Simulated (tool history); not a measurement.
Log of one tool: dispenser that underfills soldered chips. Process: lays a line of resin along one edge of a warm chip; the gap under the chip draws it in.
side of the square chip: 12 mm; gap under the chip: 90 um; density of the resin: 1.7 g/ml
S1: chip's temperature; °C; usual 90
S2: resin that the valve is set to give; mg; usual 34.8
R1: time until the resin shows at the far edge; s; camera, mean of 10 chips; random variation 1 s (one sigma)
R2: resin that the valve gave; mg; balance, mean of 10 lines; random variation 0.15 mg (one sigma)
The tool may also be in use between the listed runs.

run,day,S1,S2,R1,R2
1,0.000,90,34.8,118.5,32.94
# day 0.167: new syringe of resin
2,0.196,99,34.8,75.1,32.83
3,0.321,99,34.8,82.0,33.00
4,0.533,90,34.8,125.1,32.53
# day 0.600: new syringe of resin
5,0.742,90,34.8,105.1,32.83
6,0.846,90,34.8,113.2,32.58
7,0.996,90,34.8,125.8,32.52
# day 1.042: new syringe of resin
8,1.208,90,34.8,109.0,32.48
# day 1.442: dispensing valve cleaned and set on the balance
9,1.454,90,34.8,127.0,34.81
# day 1.525: new syringe of resin
10,1.604,90,34.8,97.9,34.83
11,1.754,90,34.8,111.1,34.62
12,1.900,90,34.8,121.2,34.57
# day 1.962: new syringe of resin
13,2.033,80,30.6,138.0,30.37
14,2.167,80,44.9,146.6,44.55
15,2.325,90,37.8,119.4,37.62
# day 2.400: new syringe of resin
16,2.454,101,37.8,68.9,37.45
17,2.554,101,37.8,74.7,37.38
18,2.779,92,35.2,116.4,34.70
# day 2.842: new syringe of resin
19,2.917,88,30.2,108.4,29.89
20,3.121,89,40.8,117.2,40.37

3 ways to go on from here, each from the tool as it stands after run 20. What would each give?
# day 3.275: new syringe of resin
A,3.342,88,35.0,?,?
# day 3.275: new syringe of resin
B,3.342,86,30.2,?,?
# day 3.275: new syringe of resin
C,3.342,105,29.8,?,?

run,R1,R2
A,105.1,34.65
B,115.8,29.90
C,67.0,29.33
Without the tool's hidden state the same runs would have given:
run,R1,R2
A,103.6,35.24
B,113.9,30.40
C,65.6,29.82
